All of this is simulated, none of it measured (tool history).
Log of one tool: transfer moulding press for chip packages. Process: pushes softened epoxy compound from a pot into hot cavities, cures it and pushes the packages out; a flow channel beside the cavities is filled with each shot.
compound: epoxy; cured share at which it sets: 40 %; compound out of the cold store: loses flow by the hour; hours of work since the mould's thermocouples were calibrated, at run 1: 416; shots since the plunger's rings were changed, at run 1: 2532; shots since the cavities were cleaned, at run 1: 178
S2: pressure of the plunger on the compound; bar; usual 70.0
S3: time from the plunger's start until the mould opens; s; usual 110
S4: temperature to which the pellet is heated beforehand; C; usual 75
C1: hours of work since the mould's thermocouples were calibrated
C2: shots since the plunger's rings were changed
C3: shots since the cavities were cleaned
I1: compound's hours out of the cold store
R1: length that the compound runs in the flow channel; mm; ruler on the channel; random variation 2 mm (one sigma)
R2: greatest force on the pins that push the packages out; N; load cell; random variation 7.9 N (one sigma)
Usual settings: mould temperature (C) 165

Run 1, day 0.000: usual settings; C1 416; C2 2532; C3 178; I1 13.5. Result: R1 745 mm, R2 411 N.
Run 2, day 0.592: usual settings; C1 426; C2 2706; C3 352; I1 21.1. Result: R1 707 mm, R2 448 N.
Run 3, day 1.075: usual settings; C1 434; C2 2847; C3 493; I1 17.6. Result: R1 723 mm, R2 478 N.
Run 4, day 1.396: usual settings but S4 70 C; C1 439; C2 2941; C3 587; I1 39.9. Result: R1 641 mm, R2 462 N.
Run 5, day 1.733: usual settings but mould temperature (C) 163; C1 445; C2 3040; C3 686; I1 46.5. Result: R1 627 mm, R2 515 N.
At day 2.158: cavities cleaned with cleaning compound and waxed.
At day 2.400: plunger's sealing rings changed.
Run 6, day 2.400: usual settings but S2 81.7 bar; C1 453; C2 0; C3 40; I1 24.8. Result: R1 792 mm, R2 367 N.
Run 7, day 2.767: usual settings; C1 460; C2 107; C3 147; I1 30.6. Result: R1 705 mm, R2 391 N.
Run 8, day 3.133: usual settings but S3 91 s; C1 466; C2 215; C3 255; I1 22.8. Result: R1 738 mm, R2 571 N.
Run 9, day 3.767: usual settings but S4 67 C; C1 477; C2 400; C3 440; I1 12.2. Result: R1 778 mm, R2 492 N.
At day 4.200: mould's thermocouples calibrated.
Run 10, day 4.325: usual settings; C1 2; C2 540; C3 580; I1 22.4. Result: R1 734 mm, R2 486 N.
Run 11, day 4.621: usual settings; C1 7; C2 627; C3 667; I1 13.6. Result: R1 771 mm, R2 488 N.
At day 5.133: cavities cleaned with cleaning compound and waxed.
Run 12, day 5.283: usual settings; C1 17; C2 802; C3 43; I1 46.4. Result: R1 639 mm, R2 358 N.
At day 5.575: mould's thermocouples calibrated, once more.
Run 13, day 5.683: usual settings; C1 2; C2 896; C3 137; I1 30.5. Result: R1 702 mm, R2 423 N.
Run 14, day 6.183: usual settings; C1 10; C2 1042; C3 283; I1 38.1. Result: R1 671 mm, R2 434 N.
Run 15, day 6.617: usual settings but S2 54.0 bar; C1 18; C2 1170; C3 411; I1 9.7. Result: R1 691 mm, R2 495 N.
Run 16, day 6.938: usual settings but S2 54.0 bar; C1 23; C2 1263; C3 504; I1 19.8. Result: R1 652 mm, R2 486 N.
Run 17, day 7.458: usual settings but S2 54.0 bar; C1 32; C2 1416; C3 657; I1 35.6. Result: R1 595 mm, R2 484 N.
Run 18, day 7.892: usual settings but mould temperature (C) 161, S2 67.4 bar, S3 138 s; C1 39; C2 1543; C3 784; I1 32.5. Result: R1 689 mm, R2 451 N.
At day 8.017: cavities cleaned with cleaning compound and waxed.
Run 19, day 8.279: usual settings but mould temperature (C) 172, S2 57.2 bar, S3 96 s; C1 45; C2 1638; C3 77; I1 36.3. Result: R1 586 mm, R2 348 N.
Run 20, day 8.712: usual settings but mould temperature (C) 172, S2 55.5 bar; C1 52; C2 1766; C3 205; I1 23.5. Result: R1 617 mm, R2 342 N.
Run 21, day 9.350: usual settings but mould temperature (C) 172, S2 63.6 bar, S3 95 s, S4 83 C; C1 63; C2 1952; C3 391; I1 28.2. Result: R1 641 mm, R2 424 N.
Run 22, day 9.925: usual settings but mould temperature (C) 172, S2 67.2 bar, S3 98 s, S4 83 C; C1 73; C2 2121; C3 560; I1 14.1. Result: R1 709 mm, R2 438 N.
Run 23, day 10.483: usual settings but S3 102 s; C1 82; C2 2284; C3 723; I1 33.0. Result: R1 680 mm, R2 539 N.
At day 10.796: cavities cleaned with cleaning compound and waxed.
Run 24, day 10.925: usual settings but S2 60.0 bar, S3 102 s, S4 66 C; C1 89; C2 2395; C3 37; I1 45.1. Result: R1 586 mm, R2 421 N.
Run 25, day 11.512: usual settings but S2 63.2 bar, S3 142 s, S4 74 C; C1 99; C2 2568; C3 210; I1 13.4. Result: R1 715 mm, R2 364 N.
Run 26, day 11.825: usual settings but S2 63.2 bar, S3 142 s, S4 74 C; C1 104; C2 2659; C3 301; I1 12.1. Result: R1 718 mm, R2 387 N.
Run 27, day 12.221: usual settings but mould temperature (C) 161, S2 76.4 bar; C1 111; C2 2776; C3 418; I1 14.9. Result: R1 796 mm, R2 617 N.

Forecast each of these 5 alternatives for the next run:
Run A, day 12.758: usual settings but mould temperature (C) 161, S2 84.2 bar; C1 120; C2 2933; C3 575; I1 13.2. Result: R1 ?, R2 ?.
Run B, day 12.758: usual settings but mould temperature (C) 171, S2 76.4 bar; C1 120; C2 2933; C3 575; I1 20.3. Result: R1 ?, R2 ?.
Run C, day 12.758: usual settings but S4 72 C; C1 120; C2 2933; C3 575; I1 20.1. Result: R1 ?, R2 ?.
Run D, day 12.758: usual settings but mould temperature (C) 161, S2 64.8 bar, S4 77 C; C1 120; C2 2933; C3 575; I1 22.4. Result: R1 ?, R2 ?.
Run E, day 12.758: usual settings but S3 119 s; C1 120; C2 2933; C3 575; I1 45.5. Result: R1 ?, R2 ?.

run   R1   R2
  A  839  639
  B  726  424
  C  723  502
  D  699  637
  E  630  457
Without the tool's hidden state the same runs would have given:
run   R1   R2
  A  878  472
  B  760  312
  C  757  373
  D  732  469
  E  660  337
